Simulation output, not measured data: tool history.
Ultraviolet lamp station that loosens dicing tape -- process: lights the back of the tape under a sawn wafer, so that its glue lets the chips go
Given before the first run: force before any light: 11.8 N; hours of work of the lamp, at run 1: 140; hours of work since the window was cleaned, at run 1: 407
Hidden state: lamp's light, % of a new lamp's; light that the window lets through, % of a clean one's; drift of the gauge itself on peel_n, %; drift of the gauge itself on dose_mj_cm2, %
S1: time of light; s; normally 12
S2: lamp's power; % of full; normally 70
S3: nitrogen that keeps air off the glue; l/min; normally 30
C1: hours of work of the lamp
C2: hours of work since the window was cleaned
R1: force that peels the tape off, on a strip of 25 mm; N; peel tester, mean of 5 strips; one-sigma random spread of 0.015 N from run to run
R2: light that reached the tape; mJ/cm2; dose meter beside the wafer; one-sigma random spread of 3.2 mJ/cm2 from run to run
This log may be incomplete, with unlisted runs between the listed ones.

run   hour  S1  S2  S3   C1   C2     R1    R2
  1    0.0  12  70  30  140  407  0.763   502
  2    6.7  12  70  30  144  410  0.736   511
  3   15.3  12  70  11  149  415  1.712   501
      16.7  -- window cleaned of glue's vapour
  4   22.3  15  70  30  153    3  0.409   627
  5   28.2  15  70  30  156    6  0.441   631
  6   35.4  15  70  30  160   10  0.436   638
  7   41.1  12  70  30  163   14  0.752   513
  8   45.6  12  70  30  165   16  0.735   512
  9   53.0  12  65  30  170   20  0.888   467
 10   60.5  12  70  30  174   24  0.732   502
 11   66.5  21  70  30  177   28  0.222   883
 12   72.7  18  70  30  181   31  0.285   765
 13   77.2  12  70  30  183   34  0.702   508
 14   85.7   9  70  30  188   38  1.327   380
 15   92.0   9  70  30  191   42  1.403   380
 16   98.3   9  70  30  195   45  1.380   383
 17  105.4   9  70  30  199   49  1.376   381
 18  111.0  10  70  30  202   52  1.091   423
 19  115.7  10  70  30  204   55  1.169   423
 20  121.8  10  76  30  208   58  0.960   455
 21  127.0  10  76  30  211   61  0.907   460
 22  133.7  10  76  30  214   65  0.910   459
 23  142.5  10  76  30  219   70  0.905   462
 24  147.6  23  60  14  222   73  0.483   835
 25  156.1  19  94  30  227   77  0.173  1071
 26  165.3  24  94  30  232   83  0.167  1352
 27  174.1  12  75  23  237   87  0.807   544
 28  179.8  12  75  23  240   91  0.783   539
 29  186.4  12  75  23  244   94  0.771   540
 30  191.8  12  75  23  247   97  0.771   545
 31  200.3  14  97  16  251  102  0.417   822
 32  204.7  22  97  12  254  104  0.227  1293
 33  213.9  12  93  30  259  109  0.363   669
 34  220.6   7  70  20  263  113  2.947   295
 35  225.6   7  70  20  265  116  2.739   295
 36  231.3   9  89  16  269  119  1.389   483
 37  240.0   8  63  23  273  124  2.490   302
 38  248.3   8  63  23  278  129  2.459   304
 39  253.9   8  63  23  281  132  2.429   299
 40  258.1   8  85  13  283  134  2.206   409
 41  262.4  20  81  30  286  136  0.192   972
 42  271.7  20  93  24  291  142  0.185  1121
 43  279.3  20  93  24  295  146  0.182  1129
 44  287.2  14  86  19  300  150  0.493   719

Across each entry between runs, compare the hidden state at the last listed run before it with the hidden state at the first listed run after it:
After run 3, before run 4: window cleaned of glue's vapour (hour 16.7)
  both runs share identical hidden conditions
